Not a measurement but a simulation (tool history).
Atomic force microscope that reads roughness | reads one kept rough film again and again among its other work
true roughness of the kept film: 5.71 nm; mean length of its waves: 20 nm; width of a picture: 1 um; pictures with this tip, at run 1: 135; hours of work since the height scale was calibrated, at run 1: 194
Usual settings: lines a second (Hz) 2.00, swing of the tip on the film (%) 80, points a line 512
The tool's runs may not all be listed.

run,day,lines a second (Hz),swing of the tip on the film (%),points a line,pictures with this tip,hours of work since the height scale was calibrated,roughness of the kept film (nm (root mean square))
1,0.000,2.00,80,512,135,194,2.367
2,0.425,2.00,80,512,143,199,2.341
3,0.621,2.00,80,512,147,201,2.313
4,0.950,2.00,80,512,153,204,2.296
5,1.408,2.00,83,512,162,209,2.188
6,1.721,0.64,80,512,168,212,2.493
7,2.171,0.64,80,512,177,217,2.441
8,2.379,0.64,80,512,181,219,2.420
# day 2.446: height scale calibrated on a step standard
9,2.629,0.64,80,512,185,2,2.405
10,2.912,0.64,80,512,191,5,2.403
11,3.146,2.99,80,512,195,7,1.945
# day 3.321: height scale calibrated on a step standard, once more
12,3.429,2.00,80,512,200,1,2.078
13,3.817,2.00,80,512,207,5,2.048
14,4.100,2.48,80,540,213,8,1.941
15,4.454,2.48,73,856,220,12,2.041
16,4.850,1.74,75,654,227,16,2.083
17,5.062,3.70,89,980,232,19,1.505
18,5.250,3.70,89,980,235,20,1.509
19,5.671,2.09,68,297,243,25,2.031
20,6.058,2.09,80,297,251,29,1.822
21,6.425,2.09,80,297,258,33,1.817
# day 6.833: new tip fitted
22,6.883,2.24,57,297,1,38,3.548
23,7.342,1.81,79,889,10,42,3.198
24,7.796,0.90,58,459,18,47,3.545
25,8.250,2.00,60,920,27,52,3.338

Forecast each of these 3 alternatives for the next run:
A,8.488,2.00,80,665,32,55,?
B,8.488,2.95,85,920,32,55,?
C,8.488,2.00,80,723,32,55,?

run,roughness of the kept film (nm (root mean square))
A,2.942
B,2.566
C,2.928
Without the tool's hidden state the same runs would have given:
run,roughness of the kept film (nm (root mean square))
A,3.429
B,2.991
C,3.413
